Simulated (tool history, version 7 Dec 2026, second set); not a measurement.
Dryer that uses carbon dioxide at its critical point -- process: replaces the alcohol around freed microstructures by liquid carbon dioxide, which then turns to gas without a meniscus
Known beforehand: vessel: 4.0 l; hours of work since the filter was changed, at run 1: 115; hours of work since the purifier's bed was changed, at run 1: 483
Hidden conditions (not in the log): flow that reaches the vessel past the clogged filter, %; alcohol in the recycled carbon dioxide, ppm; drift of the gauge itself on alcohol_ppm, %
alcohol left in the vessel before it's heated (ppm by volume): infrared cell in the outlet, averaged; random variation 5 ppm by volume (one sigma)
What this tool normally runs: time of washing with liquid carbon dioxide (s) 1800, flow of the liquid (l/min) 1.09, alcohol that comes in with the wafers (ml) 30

run	hour	time of washing with liquid carbon dioxide (s)	flow of the liquid (l/min)	alcohol that comes in with the wafers (ml)	hours of work since the filter was changed	hours of work since the purifier's bed was changed	alcohol left in the vessel before it's heated (ppm by volume)
1	0.0	1800	1.09	30	115	483	94
2	40.6	1800	1.09	30	132	499	98
3	97.7	1800	1.09	30	154	522	94
4	127.6	1800	1.09	30	166	534	106
5	169.7	1800	1.28	30	183	551	93
6	221.7	1800	1.09	30	204	571	108
7	255.7	1800	1.09	30	218	585	110
8	318.5	1440	1.09	52	243	610	207
9	357.5	1440	1.09	52	259	626	202
10	417.8	1440	1.09	52	283	650	204
11	475.4	2160	1.09	59	306	673	122
12	509.3	2160	1.09	59	319	687	122
13	560.7	1080	1.04	24	340	707	303
14	593.5	1500	1.04	24	353	720	160

What if the next run were any one of these 3? Each begins from the tool's condition after run 14:
A	636.8	1560	1.04	24	371	738	?
B	636.8	1200	1.09	30	371	738	?
C	636.8	1500	1.09	112	371	738	?

run	alcohol left in the vessel before it's heated (ppm by volume)
A	159
B	260
C	306
With the hidden condition removed and each run's random variation left untouched, the same runs would have given:
run	alcohol left in the vessel before it's heated (ppm by volume)
A	41
B	125
C	159
